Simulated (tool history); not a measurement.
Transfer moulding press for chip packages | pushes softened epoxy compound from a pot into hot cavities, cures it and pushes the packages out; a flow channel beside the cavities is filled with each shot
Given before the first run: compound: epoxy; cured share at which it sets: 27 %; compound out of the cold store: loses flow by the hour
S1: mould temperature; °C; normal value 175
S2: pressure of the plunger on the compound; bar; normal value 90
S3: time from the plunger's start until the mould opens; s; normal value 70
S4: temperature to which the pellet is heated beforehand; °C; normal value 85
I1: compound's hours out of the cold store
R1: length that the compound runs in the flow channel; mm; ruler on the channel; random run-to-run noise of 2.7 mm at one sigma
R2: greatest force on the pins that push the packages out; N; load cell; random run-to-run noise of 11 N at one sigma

run	day	S1	S2	S3	S4	I1	R1	R2
1	0	175	90	70	85	14.5	743	666
2	1.367	175	90	70	85	24.1	692	1055
# day 1.662: cavities cleaned with cleaning compound and waxed
3	2.283	175	90	70	85	21.9	706	1317
# day 3.575: cavities cleaned with cleaning compound and waxed
4	3.738	175	90	70	85	34.3	642	635
5	4.367	175	90	70	85	44.8	595	820
# day 4.625: cavities cleaned with cleaning compound and waxed, once more
6	5.617	175	90	70	85	8.8	749	960
7	6.283	175	90	70	85	9.8	744	1075
# day 6.562: cavities cleaned with cleaning compound and waxed
8	7.508	175	90	70	85	27.8	655	868
# day 8.533: cavities cleaned with cleaning compound and waxed
9	8.608	175	90	70	85	21.6	673	621
10	9.396	175	90	70	85	44.4	575	817
11	10.112	175	90	70	85	17.3	681	1063
# day 10.517: cavities cleaned with cleaning compound and waxed
12	11.546	175	90	70	85	20.2	664	907
# day 11.858: plunger's sealing rings changed
# day 12.612: cavities cleaned with cleaning compound and waxed
13	12.688	180	90	70	85	43.2	609	482

What does the tool deliver on the next run?
14	13.796	175	90	70	77	25.4	?	?

{"run 14": {"R1": 698, "R2": 1001}}
Take away the tool's hidden state, keep the run-to-run variation as it was, and the same run would have given R1 705 mm, R2 554 N.

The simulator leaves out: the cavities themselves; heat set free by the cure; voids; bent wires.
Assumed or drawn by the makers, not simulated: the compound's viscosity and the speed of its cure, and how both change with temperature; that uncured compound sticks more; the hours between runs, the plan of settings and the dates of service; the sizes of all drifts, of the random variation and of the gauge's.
